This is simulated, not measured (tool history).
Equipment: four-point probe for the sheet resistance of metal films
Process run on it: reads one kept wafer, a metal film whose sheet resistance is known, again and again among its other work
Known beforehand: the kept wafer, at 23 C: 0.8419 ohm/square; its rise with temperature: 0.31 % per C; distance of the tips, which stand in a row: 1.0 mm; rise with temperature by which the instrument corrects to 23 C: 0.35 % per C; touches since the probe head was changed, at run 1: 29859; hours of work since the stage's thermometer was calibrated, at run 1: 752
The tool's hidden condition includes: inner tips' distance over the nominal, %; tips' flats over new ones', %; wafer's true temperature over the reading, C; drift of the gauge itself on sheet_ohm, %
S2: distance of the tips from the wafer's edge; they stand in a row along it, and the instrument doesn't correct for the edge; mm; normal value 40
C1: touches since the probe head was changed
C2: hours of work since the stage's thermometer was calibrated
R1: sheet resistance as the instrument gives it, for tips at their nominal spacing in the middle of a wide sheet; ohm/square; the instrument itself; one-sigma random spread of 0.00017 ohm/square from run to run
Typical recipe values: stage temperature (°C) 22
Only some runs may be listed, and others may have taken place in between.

Run 1, hour 0.0: usual settings; C1 29859; C2 752. Result: R1 0.842618 ohm/square.
Run 2, hour 34.2: usual settings but S2 6 mm; C1 30508; C2 779. Result: R1 0.854732 ohm/square.
Run 3, hour 97.7: usual settings but S2 21 mm; C1 31714; C2 828. Result: R1 0.843400 ohm/square.
Run 4, hour 130.2: usual settings but S2 7 mm; C1 32331; C2 853. Result: R1 0.851362 ohm/square.
Run 5, hour 188.3: usual settings but S2 8 mm; C1 33435; C2 897. Result: R1 0.849422 ohm/square.
Run 6, hour 251.7: usual settings but S2 27 mm; C1 34638; C2 946. Result: R1 0.842941 ohm/square.
Run 7, hour 298.6: usual settings but S2 27 mm; C1 35528; C2 982. Result: R1 0.842954 ohm/square.
Run 8, hour 347.7: usual settings but S2 27 mm; C1 36461; C2 1020. Result: R1 0.842994 ohm/square.
Run 9, hour 378.0: usual settings but S2 12 mm; C1 37037; C2 1043. Result: R1 0.845652 ohm/square.
Run 10, hour 404.4: usual settings but S2 12 mm; C1 37539; C2 1064. Result: R1 0.845705 ohm/square.
Run 11, hour 449.2: usual settings but S2 12 mm; C1 38389; C2 1098. Result: R1 0.845709 ohm/square.
Run 12, hour 495.0: usual settings but S2 12 mm; C1 39259; C2 1133. Result: R1 0.845682 ohm/square.
Run 13, hour 548.2: usual settings but S2 12 mm; C1 40270; C2 1174. Result: R1 0.845554 ohm/square.
Run 14, hour 586.1: usual settings; C1 40989; C2 1203. Result: R1 0.842346 ohm/square.
Run 15, hour 615.6: usual settings; C1 41549; C2 1226. Result: R1 0.842580 ohm/square.
Run 16, hour 650.2: usual settings; C1 42205; C2 1253. Result: R1 0.842409 ohm/square.
Run 17, hour 676.5: usual settings but stage temperature (°C) 25, S2 16 mm; C1 42706; C2 1273. Result: R1 0.842920 ohm/square.
Run 18, hour 732.4: usual settings but stage temperature (°C) 24, S2 9 mm; C1 43767; C2 1316. Result: R1 0.846782 ohm/square.
Run 19, hour 777.3: usual settings but stage temperature (°C) 28, S2 6 mm; C1 44619; C2 1351. Result: R1 0.852147 ohm/square.
Run 20, hour 822.9: usual settings but stage temperature (°C) 28, S2 12 mm; C1 45485; C2 1386. Result: R1 0.843129 ohm/square.
Run 21, hour 879.5: usual settings but stage temperature (°C) 21, S2 6 mm; C1 46560; C2 1429. Result: R1 0.855060 ohm/square.
Run 22, hour 930.4: usual settings but stage temperature (°C) 21, S2 15 mm; C1 47526; C2 1468. Result: R1 0.844708 ohm/square.
Run 23, hour 963.4: usual settings but stage temperature (°C) 27, S2 30 mm; C1 48153; C2 1494. Result: R1 0.840737 ohm/square.
Run 24, hour 1001.5: usual settings but stage temperature (°C) 24, S2 39 mm; C1 48877; C2 1523. Result: R1 0.841923 ohm/square.
Run 25, hour 1047.0: usual settings but stage temperature (°C) 28, S2 5 mm; C1 49740; C2 1558. Result: R1 0.857761 ohm/square.
Run 26, hour 1073.0: usual settings but stage temperature (°C) 28, S2 5 mm; C1 50235; C2 1578. Result: R1 0.857638 ohm/square.
Run 27, hour 1128.0: usual settings but stage temperature (°C) 28, S2 5 mm; C1 51280; C2 1621. Result: R1 0.857475 ohm/square.

Run 28 has not been measured yet. What should we expect?
Run 28, hour 1163.6: usual settings but S2 5 mm; C1 51955; C2 1648. Result: R1 ?.

R1: 0.860095 ohm/square
With no hidden state in the tool, this same run would have given R1 0.860077 ohm/square.
